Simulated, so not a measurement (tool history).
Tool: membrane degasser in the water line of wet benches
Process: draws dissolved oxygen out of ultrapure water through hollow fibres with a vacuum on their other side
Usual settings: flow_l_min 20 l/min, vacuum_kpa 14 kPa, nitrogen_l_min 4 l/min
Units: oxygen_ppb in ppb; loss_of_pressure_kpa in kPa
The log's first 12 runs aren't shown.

| run | hour | flow_l_min | vacuum_kpa | nitrogen_l_min | oxygen_ppb | loss_of_pressure_kpa |
|---|---|---|---|---|---|---|
| 13 | 364 | 20 | 15.3 | 4 | 168.5 | 49.52 |
| 14 | 406.7 | 20 | 15.3 | 4 | 171.9 | 49.37 |
| 15 | 440.2 | 20 | 14 | 5.2 | 129.7 | 49.63 |
| 16 | 469.8 | 20 | 14 | 5.2 | 128.9 | 49.8 |
| 17 | 504.9 | 20 | 32 | 5.38 | 289.5 | 49.6 |
| 18 | 548.9 | 21 | 13.2 | 5.58 | 125.1 | 52.08 |
| 19 | 581.4 | 31 | 8.6 | 3.42 | 215.1 | 76.22 |
| 20 | 614 | 17 | 17.1 | 1.8 | 313.7 | 42 |
|  | 616.6 | vacuum gauge calibrated |
| 21 | 659.2 | 13 | 30.6 | 6.41 | 146.1 | 32.23 |
| 22 | 684 | 26 | 30.6 | 4.99 | 394.6 | 64.9 |
| 23 | 723.9 | 14 | 10.7 | 1.81 | 146.7 | 34.6 |
| 24 | 744.4 | 14 | 10.7 | 1.81 | 142.5 | 34.79 |
| 25 | 771.7 | 23 | 23.8 | 2.65 | 447.7 | 57.01 |
| 26 | 806.1 | 23 | 23.8 | 2.65 | 452.8 | 57.09 |
|  | 824.9 | vacuum gauge calibrated, once more |
| 27 | 837.6 | 23 | 23.8 | 2.65 | 451.9 | 57.18 |
| 28 | 869.9 | 20 | 13.4 | 2.32 | 232.2 | 49.16 |
| 29 | 888.1 | 20 | 22.6 | 2.07 | 456.8 | 49.74 |
| 30 | 924 | 23 | 12.5 | 4.8 | 149.1 | 56.82 |
| 31 | 945.8 | 20 | 20 | 2.2 | 374.2 | 49.57 |

Forecast each of these 3 alternatives for the next run:
| A | 967.5 | 20 | 14 | 2.2 | ? | ? |
| B | 967.5 | 17 | 17.6 | 2.76 | ? | ? |
| C | 967.5 | 20 | 14 | 5.34 | ? | ? |

| run | oxygen_ppb | loss_of_pressure_kpa |
|---|---|---|
| A | 253.8 | 49.16 |
| B | 227 | 41.95 |
| C | 126.3 | 49.14 |
Without the tool's hidden state the same runs would have given:
| run | oxygen_ppb | loss_of_pressure_kpa |
|---|---|---|
| A | 249.1 | 48.62 |
| B | 222.6 | 41.49 |
| C | 123.1 | 48.61 |
